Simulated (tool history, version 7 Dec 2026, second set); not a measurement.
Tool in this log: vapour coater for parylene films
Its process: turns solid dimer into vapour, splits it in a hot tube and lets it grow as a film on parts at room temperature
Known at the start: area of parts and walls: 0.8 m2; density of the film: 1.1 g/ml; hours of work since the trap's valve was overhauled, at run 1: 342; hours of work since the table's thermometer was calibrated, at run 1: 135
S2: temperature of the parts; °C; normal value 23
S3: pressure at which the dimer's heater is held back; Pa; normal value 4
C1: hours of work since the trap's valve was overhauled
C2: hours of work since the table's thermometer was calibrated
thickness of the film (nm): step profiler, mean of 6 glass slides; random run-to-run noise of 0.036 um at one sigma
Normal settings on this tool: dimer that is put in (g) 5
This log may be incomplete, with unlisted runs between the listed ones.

run 1 hour=0 | dimer_that_is_put_in_(g)=5 S2=23 S3=4 | C1=342 C2=135 | thickness_of_the_film_(nm)=4750
run 2 hour=11.6 | dimer_that_is_put_in_(g)=5 S2=23 S3=4 | C1=349 C2=142 | thickness_of_the_film_(nm)=4750
run 3 hour=27.1 | dimer_that_is_put_in_(g)=5 S2=23 S3=4.27 | C1=358 C2=151 | thickness_of_the_film_(nm)=4580
run 4 hour=43 | dimer_that_is_put_in_(g)=5 S2=23 S3=4.27 | C1=368 C2=160 | thickness_of_the_film_(nm)=4730
run 5 hour=53.1 | dimer_that_is_put_in_(g)=5 S2=23 S3=4.27 | C1=374 C2=166 | thickness_of_the_film_(nm)=4640
run 6 hour=67.1 | dimer_that_is_put_in_(g)=5 S2=23 S3=4 | C1=382 C2=175 | thickness_of_the_film_(nm)=4730
run 7 hour=80 | dimer_that_is_put_in_(g)=5 S2=23 S3=4 | C1=390 C2=182 | thickness_of_the_film_(nm)=4720
run 8 hour=90.7 | dimer_that_is_put_in_(g)=3 S2=23 S3=4 | C1=396 C2=189 | thickness_of_the_film_(nm)=2910
run 9 hour=106.8 | dimer_that_is_put_in_(g)=3 S2=23 S3=9.74 | C1=405 C2=198 | thickness_of_the_film_(nm)=2300
run 10 hour=122.1 | dimer_that_is_put_in_(g)=3 S2=23 S3=9.74 | C1=415 C2=207 | thickness_of_the_film_(nm)=2290
run 11 hour=132.3 | dimer_that_is_put_in_(g)=5 S2=23 S3=4 | C1=421 C2=213 | thickness_of_the_film_(nm)=4740
run 12 hour=145.9 | dimer_that_is_put_in_(g)=5 S2=31 S3=4 | C1=429 C2=221 | thickness_of_the_film_(nm)=3500
run 13 hour=158 | dimer_that_is_put_in_(g)=9 S2=24 S3=4 | C1=436 C2=228 | thickness_of_the_film_(nm)=8280
run 14 hour=172.6 | dimer_that_is_put_in_(g)=4 S2=22 S3=4 | C1=444 C2=237 | thickness_of_the_film_(nm)=3890
run 15 hour=181.4 | dimer_that_is_put_in_(g)=4 S2=22 S3=4 | C1=450 C2=242 | thickness_of_the_film_(nm)=3910
run 16 hour=191.2 | dimer_that_is_put_in_(g)=4 S2=18 S3=3.63 | C1=455 C2=248 | thickness_of_the_film_(nm)=4450
run 17 hour=203 | dimer_that_is_put_in_(g)=4 S2=18 S3=3.63 | C1=462 C2=255 | thickness_of_the_film_(nm)=4460
run 18 hour=211.8 | dimer_that_is_put_in_(g)=8 S2=24 S3=8.17 | C1=468 C2=260 | thickness_of_the_film_(nm)=6160
run 19 hour=224.1 | dimer_that_is_put_in_(g)=8 S2=24 S3=8.17 | C1=475 C2=268 | thickness_of_the_film_(nm)=6240
run 20 hour=240.3 | dimer_that_is_put_in_(g)=8 S2=24 S3=4.51 | C1=485 C2=277 | thickness_of_the_film_(nm)=7080
run 21 hour=249.9 | dimer_that_is_put_in_(g)=8 S2=24 S3=4.51 | C1=490 C2=283 | thickness_of_the_film_(nm)=7060
run 22 hour=260.6 | dimer_that_is_put_in_(g)=8 S2=24 S3=4.51 | C1=497 C2=289 | thickness_of_the_film_(nm)=7000

Each row is a separate what-if for the run after 22, all from the same tool condition, not one after another. Results?
run A hour=276.5 | dimer_that_is_put_in_(g)=5 S2=31 S3=9.01 | C1=506 C2=299 | thickness_of_the_film_(nm)=?
run B hour=276.5 | dimer_that_is_put_in_(g)=3 S2=18 S3=10.42 | C1=506 C2=299 | thickness_of_the_film_(nm)=?
run C hour=276.5 | dimer_that_is_put_in_(g)=2 S2=20 S3=2.57 | C1=506 C2=299 | thickness_of_the_film_(nm)=?

run=A thickness_of_the_film_(nm)=2890
run=B thickness_of_the_film_(nm)=2700
run=C thickness_of_the_film_(nm)=2200
With no hidden state in the tool, these same runs would have given:
run=A thickness_of_the_film_(nm)=2900
run=B thickness_of_the_film_(nm)=2710
run=C thickness_of_the_film_(nm)=2200

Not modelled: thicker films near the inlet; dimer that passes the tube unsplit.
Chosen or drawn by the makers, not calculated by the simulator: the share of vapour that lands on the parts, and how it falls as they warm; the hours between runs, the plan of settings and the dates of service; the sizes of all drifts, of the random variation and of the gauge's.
